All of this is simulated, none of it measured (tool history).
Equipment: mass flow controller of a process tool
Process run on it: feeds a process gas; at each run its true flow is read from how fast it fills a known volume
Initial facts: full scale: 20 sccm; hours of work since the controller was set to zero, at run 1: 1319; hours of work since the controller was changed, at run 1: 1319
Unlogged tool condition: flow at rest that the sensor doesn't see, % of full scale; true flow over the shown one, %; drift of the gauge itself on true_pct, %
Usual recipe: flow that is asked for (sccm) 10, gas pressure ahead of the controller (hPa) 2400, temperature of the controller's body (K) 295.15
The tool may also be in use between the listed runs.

run	day	flow that is asked for (sccm)	gas pressure ahead of the controller (hPa)	temperature of the controller's body (K)	hours of work since the controller was set to zero	hours of work since the controller was changed	true flow (%)
1	0	10	2400	295.15	1319	1319	98.34
2	10.212	10	2400	295.15	1511	1511	98.14
3	26.696	10	2400	295.15	1822	1822	97.94
4	37.221	10	2400	295.15	2021	2021	98.05
5	56.125	10	2400	295.15	2377	2377	97.75
6	77.658	10	2400	294.15	2783	2783	97.35
7	93.071	10	2400	294.15	3073	3073	97.25
8	117.121	10	2400	294.15	3527	3527	97.16
9	141.275	10	2400	296.15	3982	3982	96.89
10	162.104	10	2400	296.15	4375	4375	96.71
# day 178.054: controller's zero set anew
11	186.696	10	2400	296.15	163	4838	97.06

Run 12 comes next. What will it give?
12	201.246	10	2400	296.15	437	5112	?

Run 12 came out at true flow (%) 96.91.
With no hidden state in the tool, this same run would have given true flow (%) 99.05.
